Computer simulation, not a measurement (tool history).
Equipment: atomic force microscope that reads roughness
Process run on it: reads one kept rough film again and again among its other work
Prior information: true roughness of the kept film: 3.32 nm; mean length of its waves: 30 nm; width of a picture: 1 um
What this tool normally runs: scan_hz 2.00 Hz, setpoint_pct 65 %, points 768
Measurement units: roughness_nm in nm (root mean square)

run,hour,scan_hz,setpoint_pct,points,roughness_nm
1,0.0,2.00,65,768,2.675
2,14.1,2.00,65,768,2.674
3,26.5,2.00,65,768,2.676
4,37.4,2.00,68,768,2.640
5,51.5,2.00,68,768,2.620
6,60.1,2.10,68,768,2.642
7,69.4,2.10,68,768,2.639
# hour 71.5: new tip fitted
8,79.0,2.00,65,768,2.702
9,92.7,2.00,65,768,2.668
10,99.8,3.68,78,264,2.189
11,106.3,3.68,78,264,2.192
12,115.7,3.68,78,264,2.174
13,121.8,0.64,85,529,2.678
14,131.9,0.64,85,529,2.679
15,143.0,0.84,85,529,2.625
16,150.0,0.61,63,682,2.850
17,156.2,0.61,63,682,2.820

Here are 3 independent what-if runs from the current tool condition. What would each one return?
A,168.8,0.58,88,786,?
B,168.8,0.61,63,297,?
C,168.8,0.65,63,344,?

run,roughness_nm
A,2.687
B,2.829
C,2.818
Stripped of hidden state, with their random variation kept, the same runs would have yielded:
run,roughness_nm
A,2.690
B,2.832
C,2.821
